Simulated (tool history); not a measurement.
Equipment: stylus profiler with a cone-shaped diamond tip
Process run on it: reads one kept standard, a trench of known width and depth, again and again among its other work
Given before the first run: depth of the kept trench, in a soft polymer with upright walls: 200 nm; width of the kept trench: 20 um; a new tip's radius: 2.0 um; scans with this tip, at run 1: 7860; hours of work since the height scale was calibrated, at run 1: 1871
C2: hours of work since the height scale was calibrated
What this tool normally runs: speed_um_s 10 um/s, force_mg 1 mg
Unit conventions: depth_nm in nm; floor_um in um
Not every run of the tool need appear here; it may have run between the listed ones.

run 1 hour=0 | speed_um_s=10 force_mg=1 | scans_with_this_tip=7860 C2=1871 | depth_nm=201.56 floor_um=18.12
run 2 hour=108 | speed_um_s=10 force_mg=1 | scans_with_this_tip=8102 C2=1929 | depth_nm=201.57 floor_um=18.21
run 3 hour=238.3 | speed_um_s=10 force_mg=1 | scans_with_this_tip=8394 C2=1998 | depth_nm=201.6 floor_um=18.21
run 4 hour=361.7 | speed_um_s=28 force_mg=1 | scans_with_this_tip=8671 C2=2064 | depth_nm=201.42 floor_um=18.04
run 5 hour=459.2 | speed_um_s=14 force_mg=1 | scans_with_this_tip=8890 C2=2116 | depth_nm=201.59 floor_um=18.11
run 6 hour=585.1 | speed_um_s=14 force_mg=0.34 | scans_with_this_tip=9172 C2=2184 | depth_nm=200.87 floor_um=18.06
-- hour=603.3 height scale calibrated on a step standard
run 7 hour=705.9 | speed_um_s=4 force_mg=1 | scans_with_this_tip=9442 C2=55 | depth_nm=201.5 floor_um=18.21
run 8 hour=775.2 | speed_um_s=4 force_mg=1 | scans_with_this_tip=9598 C2=92 | depth_nm=201.47 floor_um=18.22
run 9 hour=862.3 | speed_um_s=12 force_mg=1 | scans_with_this_tip=9793 C2=138 | depth_nm=201.53 floor_um=18.09
run 10 hour=970.1 | speed_um_s=12 force_mg=1 | scans_with_this_tip=10035 C2=196 | depth_nm=201.56 floor_um=18.15
run 11 hour=1027.4 | speed_um_s=26 force_mg=1 | scans_with_this_tip=10164 C2=227 | depth_nm=201.49 floor_um=18.02
run 12 hour=1129.5 | speed_um_s=26 force_mg=1 | scans_with_this_tip=10392 C2=281 | depth_nm=201.56 floor_um=18.06
run 13 hour=1231.6 | speed_um_s=6 force_mg=1 | scans_with_this_tip=10622 C2=336 | depth_nm=201.52 floor_um=18.22
run 14 hour=1291.4 | speed_um_s=6 force_mg=1 | scans_with_this_tip=10756 C2=368 | depth_nm=201.55 floor_um=18.18
run 15 hour=1345.8 | speed_um_s=6 force_mg=1 | scans_with_this_tip=10878 C2=397 | depth_nm=201.52 floor_um=18.21
run 16 hour=1407.1 | speed_um_s=10 force_mg=1.22 | scans_with_this_tip=11015 C2=429 | depth_nm=201.86 floor_um=18.21
run 17 hour=1471 | speed_um_s=10 force_mg=1 | scans_with_this_tip=11159 C2=463 | depth_nm=201.75 floor_um=18.13
run 18 hour=1585.4 | speed_um_s=10 force_mg=1 | scans_with_this_tip=11415 C2=525 | depth_nm=201.53 floor_um=18.21
run 19 hour=1671 | speed_um_s=10 force_mg=0.4 | scans_with_this_tip=11607 C2=570 | depth_nm=200.85 floor_um=18.11
run 20 hour=1764.5 | speed_um_s=10 force_mg=0.37 | scans_with_this_tip=11817 C2=620 | depth_nm=200.99 floor_um=18.16
run 21 hour=1887.3 | speed_um_s=10 force_mg=1 | scans_with_this_tip=12093 C2=686 | depth_nm=201.68 floor_um=18.1
run 22 hour=1959 | speed_um_s=5 force_mg=0.87 | scans_with_this_tip=12254 C2=724 | depth_nm=201.42 floor_um=18.21
run 23 hour=2085.8 | speed_um_s=5 force_mg=0.87 | scans_with_this_tip=12538 C2=792 | depth_nm=201.46 floor_um=18.14
run 24 hour=2157.2 | speed_um_s=3 force_mg=1.3 | scans_with_this_tip=12698 C2=830 | depth_nm=201.93 floor_um=18.19
run 25 hour=2227.1 | speed_um_s=3 force_mg=0.53 | scans_with_this_tip=12855 C2=867 | depth_nm=200.98 floor_um=18.18
run 26 hour=2334.1 | speed_um_s=4 force_mg=0.56 | scans_with_this_tip=13095 C2=924 | depth_nm=200.96 floor_um=18.26
run 27 hour=2461.6 | speed_um_s=10 force_mg=2.1 | scans_with_this_tip=13381 C2=993 | depth_nm=202.62 floor_um=18.22
run 28 hour=2546.1 | speed_um_s=4 force_mg=0.63 | scans_with_this_tip=13571 C2=1038 | depth_nm=201.25 floor_um=18.18
run 29 hour=2645.2 | speed_um_s=2 force_mg=1.92 | scans_with_this_tip=13793 C2=1091 | depth_nm=202.44 floor_um=18.23
run 30 hour=2702.1 | speed_um_s=2 force_mg=1.92 | scans_with_this_tip=13921 C2=1121 | depth_nm=202.43 floor_um=18.23
run 31 hour=2799.6 | speed_um_s=4 force_mg=0.97 | scans_with_this_tip=14139 C2=1173 | depth_nm=201.44 floor_um=18.19
run 32 hour=2923.3 | speed_um_s=10 force_mg=0.53 | scans_with_this_tip=14417 C2=1239 | depth_nm=201.05 floor_um=18.14
run 33 hour=2999 | speed_um_s=21 force_mg=0.96 | scans_with_this_tip=14587 C2=1280 | depth_nm=201.5 floor_um=18.06
run 34 hour=3080.2 | speed_um_s=31 force_mg=0.8 | scans_with_this_tip=14769 C2=1323 | depth_nm=201.45 floor_um=17.98
run 35 hour=3165.5 | speed_um_s=31 force_mg=0.8 | scans_with_this_tip=14960 C2=1369 | depth_nm=201.35 floor_um=17.97
-- hour=3230.2 new tip fitted, height scale calibrated
run 36 hour=3297.2 | speed_um_s=31 force_mg=0.8 | scans_with_this_tip=150 C2=36 | depth_nm=201.35 floor_um=17.94
run 37 hour=3400.1 | speed_um_s=3 force_mg=1.23 | scans_with_this_tip=381 C2=91 | depth_nm=201.73 floor_um=18.25
run 38 hour=3498.6 | speed_um_s=3 force_mg=1.23 | scans_with_this_tip=602 C2=143 | depth_nm=201.9 floor_um=18.22
run 39 hour=3577.1 | speed_um_s=7 force_mg=0.4 | scans_with_this_tip=778 C2=185 | depth_nm=200.99 floor_um=18.14
run 40 hour=3678.3 | speed_um_s=3 force_mg=0.82 | scans_with_this_tip=1005 C2=239 | depth_nm=201.47 floor_um=18.19
run 41 hour=3794.1 | speed_um_s=10 force_mg=0.57 | scans_with_this_tip=1265 C2=301 | depth_nm=201.06 floor_um=18.12
run 42 hour=3862.1 | speed_um_s=26 force_mg=0.36 | scans_with_this_tip=1418 C2=338 | depth_nm=200.83 floor_um=17.9

Alternative continuations, all from the tool just after run 42; predict every row:
run A hour=3969 | speed_um_s=33 force_mg=0.37 | scans_with_this_tip=1657 C2=395 | depth_nm=? floor_um=?
run B hour=3969 | speed_um_s=10 force_mg=0.52 | scans_with_this_tip=1657 C2=395 | depth_nm=? floor_um=?
run C hour=3969 | speed_um_s=20 force_mg=0.89 | scans_with_this_tip=1657 C2=395 | depth_nm=? floor_um=?
run D hour=3969 | speed_um_s=3 force_mg=0.34 | scans_with_this_tip=1657 C2=395 | depth_nm=? floor_um=?

run=A depth_nm=200.73 floor_um=17.8
run=B depth_nm=201.05 floor_um=18.15
run=C depth_nm=201.36 floor_um=18.07
run=D depth_nm=200.71 floor_um=18.25
The same runs, with their run-to-run variation unchanged, on a tool lacking any hidden condition would have given:
run=A depth_nm=200.73 floor_um=17.8
run=B depth_nm=201.05 floor_um=18.15
run=C depth_nm=201.36 floor_um=18.07
run=D depth_nm=200.71 floor_um=18.25
